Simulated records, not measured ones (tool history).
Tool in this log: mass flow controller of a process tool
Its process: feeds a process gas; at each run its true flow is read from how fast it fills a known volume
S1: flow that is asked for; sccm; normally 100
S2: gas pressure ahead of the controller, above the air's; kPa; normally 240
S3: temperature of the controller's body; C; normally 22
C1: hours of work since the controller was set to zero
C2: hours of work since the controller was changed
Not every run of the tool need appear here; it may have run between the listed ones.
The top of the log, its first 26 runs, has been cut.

{"run": 27, "hour": 4859.9, "S1": 101, "S2": 240, "S3": 22, "C1": 4502, "C2": 4502, "true flow (%)": 98.85}
{"run": 28, "hour": 4992.1, "S1": 54, "S2": 154, "S3": 34, "C1": 4544, "C2": 4544, "true flow (%)": 98.64}
{"run": 29, "hour": 5217.1, "S1": 54, "S2": 190, "S3": 37, "C1": 4616, "C2": 4616, "true flow (%)": 98.07}
{"run": 30, "hour": 5429.6, "S1": 54, "S2": 190, "S3": 37, "C1": 4683, "C2": 4683, "true flow (%)": 97.92}
{"run": 31, "hour": 5580.1, "S1": 54, "S2": 190, "S3": 37, "C1": 4731, "C2": 4731, "true flow (%)": 98.06}
{"run": 32, "hour": 5836.9, "S1": 54, "S2": 240, "S3": 37, "C1": 4812, "C2": 4812, "true flow (%)": 97.77}
{"run": 33, "hour": 6074.1, "S1": 135, "S2": 240, "S3": 21, "C1": 4887, "C2": 4887, "true flow (%)": 98.85}
{"run": 34, "hour": 6333.0, "S1": 139, "S2": 193, "S3": 38, "C1": 4969, "C2": 4969, "true flow (%)": 97.42}
{"run": 35, "hour": 6576.0, "S1": 139, "S2": 184, "S3": 23, "C1": 5047, "C2": 5047, "true flow (%)": 99.03}
{"run": 36, "hour": 6769.5, "S1": 139, "S2": 243, "S3": 29, "C1": 5108, "C2": 5108, "true flow (%)": 98.1}
{"run": 37, "hour": 6956.8, "S1": 139, "S2": 254, "S3": 24, "C1": 5167, "C2": 5167, "true flow (%)": 98.44}
{"run": 38, "hour": 7145.7, "S1": 47, "S2": 277, "S3": 22, "C1": 5227, "C2": 5227, "true flow (%)": 99.11}
{"run": 39, "hour": 7301.1, "S1": 100, "S2": 229, "S3": 33, "C1": 5277, "C2": 5277, "true flow (%)": 97.59}
{"run": 40, "hour": 7414.3, "S1": 100, "S2": 277, "S3": 33, "C1": 5312, "C2": 5312, "true flow (%)": 97.22}
{"run": 41, "hour": 7572.5, "S1": 100, "S2": 277, "S3": 33, "C1": 5363, "C2": 5363, "true flow (%)": 97.11}
{"run": 42, "hour": 7678.2, "S1": 100, "S2": 277, "S3": 33, "C1": 5396, "C2": 5396, "true flow (%)": 97.13}
{"run": 43, "hour": 7924.3, "S1": 100, "S2": 277, "S3": 33, "C1": 5474, "C2": 5474, "true flow (%)": 97.21}
{"run": 44, "hour": 8150.4, "S1": 100, "S2": 277, "S3": 33, "C1": 5546, "C2": 5546, "true flow (%)": 97.23}
{"run": 45, "hour": 8364.3, "S1": 199, "S2": 156, "S3": 38, "C1": 5614, "C2": 5614, "true flow (%)": 97.95}
{"run": 46, "hour": 8557.0, "S1": 29, "S2": 240, "S3": 21, "C1": 5675, "C2": 5675, "true flow (%)": 101.4}
{"run": 47, "hour": 8808.7, "S1": 29, "S2": 240, "S3": 21, "C1": 5755, "C2": 5755, "true flow (%)": 101.25}
{"run": 48, "hour": 9011.9, "S1": 29, "S2": 240, "S3": 21, "C1": 5819, "C2": 5819, "true flow (%)": 101.44}

Branching from run 48: 4 alternative next runs. What would each branch give?
{"run": "A", "hour": 9242.0, "S1": 95, "S2": 205, "S3": 22, "C1": 5892, "C2": 5892, "true flow (%)": "?"}
{"run": "B", "hour": 9242.0, "S1": 28, "S2": 240, "S3": 33, "C1": 5892, "C2": 5892, "true flow (%)": "?"}
{"run": "C", "hour": 9242.0, "S1": 103, "S2": 186, "S3": 21, "C1": 5892, "C2": 5892, "true flow (%)": "?"}
{"run": "D", "hour": 9242.0, "S1": 131, "S2": 195, "S3": 25, "C1": 5892, "C2": 5892, "true flow (%)": "?"}

run=A true_flow_(%)=98.96
run=B true_flow_(%)=100.45
run=C true_flow_(%)=98.88
run=D true_flow_(%)=98.71
What these runs would have given with no unlogged condition in the tool:
run=A true_flow_(%)=99.2
run=B true_flow_(%)=97.09
run=C true_flow_(%)=99.23
run=D true_flow_(%)=99.36

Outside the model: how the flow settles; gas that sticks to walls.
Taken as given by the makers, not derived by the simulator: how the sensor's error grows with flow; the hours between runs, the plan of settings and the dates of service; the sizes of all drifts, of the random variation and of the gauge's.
